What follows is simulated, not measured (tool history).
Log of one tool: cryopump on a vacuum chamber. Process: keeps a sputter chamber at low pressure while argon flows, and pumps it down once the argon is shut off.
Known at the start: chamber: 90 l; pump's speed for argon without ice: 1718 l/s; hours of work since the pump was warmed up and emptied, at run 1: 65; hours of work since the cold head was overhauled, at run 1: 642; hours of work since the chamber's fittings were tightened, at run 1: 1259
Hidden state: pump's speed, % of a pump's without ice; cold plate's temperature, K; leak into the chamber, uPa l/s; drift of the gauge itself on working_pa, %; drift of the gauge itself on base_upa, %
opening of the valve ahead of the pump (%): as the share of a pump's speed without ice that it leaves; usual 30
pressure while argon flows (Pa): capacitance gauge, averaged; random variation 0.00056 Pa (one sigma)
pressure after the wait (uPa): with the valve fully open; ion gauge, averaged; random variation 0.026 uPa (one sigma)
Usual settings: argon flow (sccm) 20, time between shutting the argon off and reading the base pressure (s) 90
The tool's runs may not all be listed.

run	hour	argon flow (sccm)	time between shutting the argon off and reading the base pressure (s)	opening of the valve ahead of the pump (%)	hours of work since the pump was warmed up and emptied	hours of work since the cold head was overhauled	hours of work since the chamber's fittings were tightened	pressure while argon flows (Pa)	pressure after the wait (uPa)
1	0.0	20	90	30	65	642	1259	0.0672	1.33
2	16.0	20	90	30	79	656	1273	0.0663	1.38
3	29.8	22	90	30	91	668	1285	0.0744	1.36
4	41.6	20	90	39	102	678	1295	0.0521	1.30
5	66.3	20	90	39	123	700	1316	0.0527	1.35
6	86.8	20	90	39	141	718	1334	0.0519	1.35
7	107.0	20	90	30	159	735	1352	0.0682	1.31
8	128.4	10	90	30	177	754	1371	0.0337	1.34
9	144.6	8	90	30	192	768	1385	0.0276	1.39
10	168.1	8	90	30	212	789	1405	0.0272	1.33
11	183.2	8	90	30	225	802	1418	0.0282	1.39
12	197.5	8	90	30	238	814	1431	0.0278	1.34
13	221.4	8	90	30	259	835	1452	0.0285	1.41
14	246.7	20	90	30	281	857	1474	0.0704	1.43
15	268.2	20	90	30	299	876	1493	0.0699	1.45
16	280.6	20	90	30	310	887	1503	0.0706	1.42
17	303.2	20	90	30	330	906	1523	0.0706	1.46
18	321.9	20	90	30	346	923	1539	0.0714	1.44
19	334.7	20	90	30	357	934	1551	0.0709	1.46
20	352.4	20	90	25	373	949	1566	0.0850	1.50
21	376.9	20	90	25	394	971	1587	0.0859	1.49
22	394.5	15	113	56	410	986	1603	0.0321	1.30
23	411.0	15	113	56	424	1000	1617	0.0316	1.32
24	425.0	15	113	56	436	1013	1629	0.0316	1.31
25	446.6	11	113	17	455	1031	1648	0.0690	1.35
26	463.4	11	113	17	470	1046	1663	0.0678	1.39
27	476.1	24	298	36	481	1057	1674	0.0755	0.87
28	493.0	11	83	17	496	1072	1689	0.0687	1.61
29	509.3	20	90	19	510	1086	1703	0.1113	1.57
30	525.4	20	90	19	524	1100	1717	0.1140	1.56
31	539.3	16	61	50	536	1112	1729	0.0398	2.11
# hour 547.8: pump warmed up, emptied and cooled again
32	560.4	16	61	50	11	1126	1743	0.0322	1.79
33	576.7	20	35	18	25	1141	1757	0.1097	2.78
34	595.9	18	21	26	42	1157	1774	0.0698	4.46

Some steps in pressure while argon flows (Pa) between neighbouring runs. How much of each would the tool show without its hidden state too (settings, what came in, random variation), and how much is left for the hidden state, with any gauge scatter that isn't in both results?
Run 21 -> 22: argon flow (sccm) 20 -> 15, time between shutting the argon off and reading the base pressure (s) 90 -> 113, opening of the valve ahead of the pump (%) 25 -> 56. pressure while argon flows (Pa) -0.0538: hidden state -0.0014, all else -0.0524.
Run 26 -> 27: argon flow (sccm) 11 -> 24, time between shutting the argon off and reading the base pressure (s) 113 -> 298, opening of the valve ahead of the pump (%) 17 -> 36. pressure while argon flows (Pa) +0.0077: hidden state +0.0057, all else +0.0020.
Run 27 -> 28: argon flow (sccm) 24 -> 11, time between shutting the argon off and reading the base pressure (s) 298 -> 83, opening of the valve ahead of the pump (%) 36 -> 17. pressure while argon flows (Pa) -0.0068: hidden state -0.0052, all else -0.0016.
Run 30 -> 31: argon flow (sccm) 20 -> 16, time between shutting the argon off and reading the base pressure (s) 90 -> 61, opening of the valve ahead of the pump (%) 19 -> 50. pressure while argon flows (Pa) -0.0742: hidden state -0.0017, all else -0.0725.
Run 31 -> 32: pump warmed up, emptied and cooled again. pressure while argon flows (Pa) -0.0076: hidden state -0.0076, all else +0.0000.
Run 32 -> 33: argon flow (sccm) 16 -> 20, time between shutting the argon off and reading the base pressure (s) 61 -> 35, opening of the valve ahead of the pump (%) 50 -> 18. pressure while argon flows (Pa) +0.0775: hidden state +0.0004, all else +0.0771.
